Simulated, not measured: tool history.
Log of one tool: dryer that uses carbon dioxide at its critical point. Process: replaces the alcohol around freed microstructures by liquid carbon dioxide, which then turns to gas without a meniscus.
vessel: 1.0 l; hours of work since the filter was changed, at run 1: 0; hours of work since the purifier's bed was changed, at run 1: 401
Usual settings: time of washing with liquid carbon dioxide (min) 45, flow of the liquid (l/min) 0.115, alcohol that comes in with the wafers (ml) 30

run	hour	time of washing with liquid carbon dioxide (min)	flow of the liquid (l/min)	alcohol that comes in with the wafers (ml)	hours of work since the filter was changed	hours of work since the purifier's bed was changed	alcohol left in the vessel before it's heated (ppm by volume)
1	0	45	0.115	30	0	401	602
2	21.6	38	0.115	30	17	417	1048
3	35.7	38	0.115	30	28	428	1085
4	50	38	0.115	30	39	439	1095
5	62.4	38	0.115	30	48	449	1118
6	76.7	29	0.115	30	59	460	2428
7	87.9	45	0.186	30	68	468	205
8	102.5	45	0.186	30	79	480	216
9	122.3	45	0.115	32	94	495	779
10	138.7	45	0.115	35	107	507	831
11	159.9	45	0.115	35	123	524	876
12	182.2	45	0.115	23	140	541	671
13	196.1	45	0.115	23	151	552	700
14	206.5	45	0.115	30	159	560	822
15	223.4	45	0.115	30	172	573	869
16	241.4	45	0.14	30	186	587	523
# hour 247: purifier's bed changed
17	265	45	0.14	30	202	14	345
18	279.8	45	0.14	30	213	25	369
19	295.8	45	0.115	30	226	38	797
20	310.4	71	0.115	30	237	49	116
# hour 316.6: inlet filter changed
21	323.7	45	0.115	30	5	58	491
22	334.5	45	0.115	30	14	67	516
23	350.6	45	0.115	30	26	79	526
24	368	41	0.117	32	40	92	759
25	387.5	27	0.079	32	55	108	5772
26	403.8	39	0.195	30	67	120	142
27	424.7	39	0.195	30	83	136	151
28	439.1	30	0.088	30	94	147	3958
29	451.9	59	0.127	36	104	157	180
30	461.7	37	0.115	30	112	165	1268
31	484.1	33	0.115	93	129	182	5473
32	493.5	33	0.115	93	136	189	5573
33	509.6	61	0.115	118	149	202	711
34	529.3	61	0.115	118	164	217	754
35	541	45	0.072	73	173	226	6488
36	550.4	29	0.139	75	180	233	4138
37	563	71	0.102	30	190	243	245
38	574.1	71	0.102	30	198	251	226
39	587.1	30	0.082	41	208	261	7028
40	596.4	30	0.082	41	216	268	7041
41	611.5	56	0.161	41	227	280	166
42	625.3	63	0.107	41	238	291	433
# hour 629.8: inlet filter changed
43	638.6	63	0.107	41	7	300	276
44	658.6	38	0.115	30	22	316	1055
45	669.2	38	0.115	30	30	324	1046
46	688.2	39	0.115	54	45	338	1719

Hidden state at the last listed run before each entry between runs and at the first one after, where it differs:
Between runs 16 and 17: purifier's bed changed (hour 247)
  flow that reaches the vessel past the clogged filter, %: 89.9 -> 89; alcohol in the recycled carbon dioxide, ppm: 195 -> 9.7
  measured less the result without the state, alcohol left in the vessel before it's heated (ppm by volume): +325 -> +144
Between runs 20 and 21: inlet filter changed (hour 316.6)
  flow that reaches the vessel past the clogged filter, %: 87.1 -> 99.2; alcohol in the recycled carbon dioxide, ppm: 20.7 -> 23.5
  measured less the result without the state, alcohol left in the vessel before it's heated (ppm by volume): +70 -> +35
Between runs 42 and 43: inlet filter changed (hour 629.8)
  flow that reaches the vessel past the clogged filter, %: 86.8 -> 99; alcohol in the recycled carbon dioxide, ppm: 93.5 -> 96.2
  measured less the result without the state, alcohol left in the vessel before it's heated (ppm by volume): +260 -> +100

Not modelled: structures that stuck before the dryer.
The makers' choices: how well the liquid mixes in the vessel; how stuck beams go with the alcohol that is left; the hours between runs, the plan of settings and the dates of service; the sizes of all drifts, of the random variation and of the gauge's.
